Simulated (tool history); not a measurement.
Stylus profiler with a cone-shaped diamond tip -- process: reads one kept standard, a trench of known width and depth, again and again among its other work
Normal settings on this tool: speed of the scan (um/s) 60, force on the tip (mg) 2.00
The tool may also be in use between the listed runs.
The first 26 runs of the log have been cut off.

run   hour  speed of the scan (um/s)  force on the tip (mg)  scans with this tip  hours of work since the height scale was calibrated  depth of the trench (angstrom)  width of the trench's floor (um)
 27  391.4                        68                   1.25                 8855                                                  647                          2012.5                             17.67
 28  410.7                        68                   1.25                 9049                                                  661                          2014.1                             17.58
 29  431.5                        66                   5.68                 9258                                                  676                          2044.1                             17.74
 30  451.5                        66                   5.68                 9459                                                  691                          2042.8                             17.73
 31  462.0                        22                   3.28                 9565                                                  699                          2027.2                             17.76
 32  478.7                        33                   0.99                 9733                                                  711                          2008.8                             17.67
 33  498.4                        26                   1.18                 9932                                                  725                          2011.1                             17.73
 34  513.1                        30                   1.76                10079                                                  736                          2017.3                             17.68
 35  522.4                        16                   3.39                10173                                                  743                          2028.3                             17.77
 36  542.6                        26                   2.00                10376                                                  758                          2018.3                             17.75
 37  561.2                       202                   5.20                10563                                                  771                          2039.8                             17.44
 38  570.4                       202                   0.73                10655                                                  778                          2003.9                             16.82
 39  590.6                       202                   0.73                10859                                                  793                          2005.6                             16.89

3 ways to go on from here, each from the tool as it stands after run 39. What would each give?
  A  606.5                       202                   2.55                11019                                                  805                               ?                                 ?
  B  606.5                        55                   1.76                11019                                                  805                               ?                                 ?
  C  606.5                       202                   4.14                11019                                                  805                               ?                                 ?

run  depth of the trench (angstrom)  width of the trench's floor (um)
  A                          2023.1                             17.27
  B                          2015.6                             17.62
  C                          2030.1                             17.39
What these runs would have given with no unlogged condition in the tool:
run  depth of the trench (angstrom)  width of the trench's floor (um)
  A                          2030.0                             17.78
  B                          2022.5                             18.13
  C                          2037.0                             17.90

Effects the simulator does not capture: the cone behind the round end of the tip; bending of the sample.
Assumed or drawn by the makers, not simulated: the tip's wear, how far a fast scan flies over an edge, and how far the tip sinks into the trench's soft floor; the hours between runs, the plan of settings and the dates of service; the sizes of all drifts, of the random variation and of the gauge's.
